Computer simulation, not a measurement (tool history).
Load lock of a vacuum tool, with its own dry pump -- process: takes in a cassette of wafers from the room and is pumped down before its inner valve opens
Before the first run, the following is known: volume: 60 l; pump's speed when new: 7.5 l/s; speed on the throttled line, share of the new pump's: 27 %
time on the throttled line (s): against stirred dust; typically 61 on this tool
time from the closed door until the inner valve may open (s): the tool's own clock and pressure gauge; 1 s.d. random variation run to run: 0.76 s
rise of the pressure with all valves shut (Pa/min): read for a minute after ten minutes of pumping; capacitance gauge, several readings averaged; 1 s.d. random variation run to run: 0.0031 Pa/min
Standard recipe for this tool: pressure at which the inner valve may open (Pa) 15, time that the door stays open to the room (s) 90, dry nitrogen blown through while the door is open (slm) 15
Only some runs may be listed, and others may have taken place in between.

run,hour,time on the throttled line (s),pressure at which the inner valve may open (Pa),time that the door stays open to the room (s),dry nitrogen blown through while the door is open (slm),"incoming humidity of the room's air, %",time from the closed door until the inner valve may open (s),rise of the pressure with all valves shut (Pa/min)
1,0.0,61,15,90,15,45.8,115.7,0.183
2,295.0,61,15,90,15,45.3,116.8,0.204
3,547.9,56,15,90,15,43.8,113.2,0.223
4,923.9,61,15,90,15,45.3,117.3,0.243
5,1269.6,61,15,90,15,48.0,118.2,0.273
6,1618.1,61,12,90,15,46.2,120.2,0.297
7,2043.6,61,12,90,15,43.4,120.2,0.323
8,2262.2,61,12,90,15,44.6,122.0,0.343
9,2441.2,61,12,90,15,47.7,118.8,0.368
10,2785.1,61,12,90,15,43.7,120.3,0.372
11,3207.3,61,12,90,15,45.0,120.1,0.427
12,3493.1,105,15,90,15,44.1,149.7,0.453
13,3689.9,105,15,90,15,46.7,150.9,0.473
14,3899.9,105,13,90,15,42.0,151.4,0.495
15,4252.7,105,13,90,15,46.1,152.1,0.535
16,4476.2,61,15,90,15,46.7,121.4,0.568
17,4744.7,61,15,90,15,45.6,119.4,0.571

Expected results for the next run?
18,5159.4,61,15,90,15,43.5,?,?

time from the closed door until the inner valve may open (s): 120.9
rise of the pressure with all valves shut (Pa/min): 0.625
The same run, on a tool lacking any hidden state, would have yielded time from the closed door until the inner valve may open (s) 116.4, rise of the pressure with all valves shut (Pa/min) 0.060.
